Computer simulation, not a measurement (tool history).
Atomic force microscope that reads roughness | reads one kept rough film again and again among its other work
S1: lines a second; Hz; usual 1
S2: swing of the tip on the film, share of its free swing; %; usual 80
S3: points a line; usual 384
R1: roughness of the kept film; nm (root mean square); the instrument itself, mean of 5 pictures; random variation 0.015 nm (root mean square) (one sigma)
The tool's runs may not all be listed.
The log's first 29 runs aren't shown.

{"hour": 1265.4, "done": "height scale calibrated on a step standard, once more"}
{"run": 30, "hour": 1265.7, "S1": 0.94, "S2": 85, "S3": 802, "R1": 3.356}
{"run": 31, "hour": 1289.3, "S1": 0.68, "S2": 90, "S3": 613, "R1": 3.275}
{"run": 32, "hour": 1324.3, "S1": 1.11, "S2": 80, "S3": 354, "R1": 3.14}
{"run": 33, "hour": 1351.2, "S1": 2.84, "S2": 80, "S3": 894, "R1": 2.934}
{"run": 34, "hour": 1380.4, "S1": 2.84, "S2": 80, "S3": 894, "R1": 2.863}
{"run": 35, "hour": 1420.0, "S1": 2.84, "S2": 80, "S3": 894, "R1": 2.74}
{"run": 36, "hour": 1459.0, "S1": 2.1, "S2": 56, "S3": 818, "R1": 2.82}
{"hour": 1470.1, "done": "new tip fitted"}
{"run": 37, "hour": 1503.0, "S1": 2.1, "S2": 56, "S3": 348, "R1": 3.421}
{"run": 38, "hour": 1550.0, "S1": 0.81, "S2": 56, "S3": 299, "R1": 3.268}
{"run": 39, "hour": 1587.6, "S1": 0.81, "S2": 56, "S3": 299, "R1": 3.15}

5 ways to go on from here, each from the tool as it stands after run 39. What would each give?
{"run": "A", "hour": 1612.8, "S1": 1.13, "S2": 64, "S3": 459, "R1": "?"}
{"run": "B", "hour": 1612.8, "S1": 1.35, "S2": 77, "S3": 535, "R1": "?"}
{"run": "C", "hour": 1612.8, "S1": 0.74, "S2": 57, "S3": 384, "R1": "?"}
{"run": "D", "hour": 1612.8, "S1": 2.25, "S2": 70, "S3": 384, "R1": "?"}
{"run": "E", "hour": 1612.8, "S1": 0.81, "S2": 56, "S3": 559, "R1": "?"}

run=A R1=3.029
run=B R1=3.013
run=C R1=3.052
run=D R1=2.962
run=E R1=3.064
Without the tool's hidden state the same runs would have given:
run=A R1=3.62
run=B R1=3.601
run=C R1=3.647
run=D R1=3.538
run=E R1=3.661
